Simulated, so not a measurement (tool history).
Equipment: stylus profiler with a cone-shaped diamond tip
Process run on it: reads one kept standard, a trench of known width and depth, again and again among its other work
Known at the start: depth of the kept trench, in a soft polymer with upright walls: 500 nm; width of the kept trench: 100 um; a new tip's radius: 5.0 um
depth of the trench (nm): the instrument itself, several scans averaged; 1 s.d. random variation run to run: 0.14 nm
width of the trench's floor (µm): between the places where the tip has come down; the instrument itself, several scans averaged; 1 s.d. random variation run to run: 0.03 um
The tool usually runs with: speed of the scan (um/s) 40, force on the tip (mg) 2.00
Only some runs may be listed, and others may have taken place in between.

| run | hour | speed of the scan (um/s) | force on the tip (mg) | depth of the trench (nm) | width of the trench's floor (µm) |
|---|---|---|---|---|---|
| 1 | 0.0 | 40 | 2.00 | 506.14 | 95.01 |
| 2 | 107.7 | 40 | 2.00 | 506.43 | 95.00 |
| 3 | 174.8 | 40 | 2.00 | 506.71 | 94.95 |
| 4 | 238.7 | 40 | 2.00 | 506.58 | 94.96 |
| 5 | 348.8 | 40 | 2.00 | 506.59 | 94.90 |
| 6 | 404.9 | 40 | 2.00 | 506.80 | 94.89 |
| 7 | 455.2 | 40 | 2.00 | 506.92 | 94.82 |
| 8 | 562.6 | 70 | 2.00 | 506.85 | 94.63 |
| 9 | 645.1 | 70 | 2.00 | 506.98 | 94.62 |
|  | 689.4 | height scale calibrated on a step standard |
| 10 | 740.0 | 70 | 2.00 | 504.40 | 94.61 |
| 11 | 830.5 | 40 | 2.00 | 504.57 | 94.74 |
| 12 | 911.0 | 40 | 2.00 | 504.83 | 94.67 |
| 13 | 1015.8 | 40 | 2.00 | 505.04 | 94.67 |
| 14 | 1067.3 | 42 | 2.00 | 505.09 | 94.61 |
| 15 | 1151.1 | 42 | 2.00 | 505.16 | 94.60 |
| 16 | 1217.3 | 40 | 2.00 | 504.96 | 94.58 |
| 17 | 1326.8 | 35 | 2.00 | 505.26 | 94.61 |
| 18 | 1380.2 | 35 | 2.00 | 505.29 | 94.58 |
| 19 | 1470.2 | 35 | 2.00 | 505.19 | 94.53 |
| 20 | 1541.5 | 35 | 2.00 | 505.82 | 94.56 |
| 21 | 1625.0 | 40 | 2.00 | 505.80 | 94.48 |
| 22 | 1713.2 | 40 | 2.00 | 505.73 | 94.46 |
| 23 | 1790.2 | 40 | 1.01 | 504.35 | 94.40 |
| 24 | 1860.1 | 40 | 1.01 | 504.53 | 94.33 |
| 25 | 1948.6 | 65 | 4.12 | 508.79 | 94.39 |
| 26 | 2056.4 | 54 | 2.74 | 507.20 | 94.29 |
| 27 | 2119.6 | 54 | 2.74 | 507.23 | 94.31 |
| 28 | 2190.7 | 54 | 1.46 | 505.77 | 94.21 |
| 29 | 2296.3 | 54 | 1.46 | 505.55 | 94.21 |
| 30 | 2355.4 | 83 | 1.80 | 506.32 | 94.01 |
| 31 | 2401.3 | 83 | 1.14 | 505.68 | 93.97 |
| 32 | 2460.4 | 17 | 3.82 | 508.86 | 94.31 |
| 33 | 2515.3 | 21 | 1.70 | 505.98 | 94.26 |
| 34 | 2626.7 | 21 | 1.70 | 506.68 | 94.17 |
| 35 | 2704.8 | 12 | 5.69 | 511.25 | 94.28 |
| 36 | 2787.9 | 124 | 1.03 | 505.76 | 93.55 |
|  | 2824.6 | height scale calibrated on a step standard |
| 37 | 2868.6 | 31 | 1.03 | 502.33 | 94.13 |
| 38 | 2976.4 | 90 | 3.90 | 506.57 | 93.99 |
| 39 | 3079.9 | 14 | 3.02 | 505.38 | 94.17 |
|  | 3090.2 | new tip fitted, height scale calibrated |
| 40 | 3178.3 | 40 | 2.42 | 504.79 | 95.39 |
| 41 | 3259.9 | 19 | 2.42 | 504.69 | 95.47 |
| 42 | 3305.5 | 12 | 4.88 | 507.83 | 95.44 |
| 43 | 3370.8 | 24 | 4.57 | 507.55 | 95.40 |

Predict each of these 4 candidate next runs independently; none follows another, all start after run 43:
| A | 3432.5 | 40 | 1.76 | ? | ? |
| B | 3432.5 | 24 | 1.13 | ? | ? |
| C | 3432.5 | 10 | 0.96 | ? | ? |
| D | 3432.5 | 102 | 2.34 | ? | ? |

| run | depth of the trench (nm) | width of the trench's floor (µm) |
|---|---|---|
| A | 504.54 | 95.27 |
| B | 503.14 | 95.35 |
| C | 503.04 | 95.40 |
| D | 505.28 | 95.03 |
Take away the tool's hidden state, keep each run's random variation, and the runs would have read:
| run | depth of the trench (nm) | width of the trench's floor (µm) |
|---|---|---|
| A | 504.22 | 95.47 |
| B | 502.82 | 95.55 |
| C | 502.73 | 95.61 |
| D | 504.96 | 95.23 |

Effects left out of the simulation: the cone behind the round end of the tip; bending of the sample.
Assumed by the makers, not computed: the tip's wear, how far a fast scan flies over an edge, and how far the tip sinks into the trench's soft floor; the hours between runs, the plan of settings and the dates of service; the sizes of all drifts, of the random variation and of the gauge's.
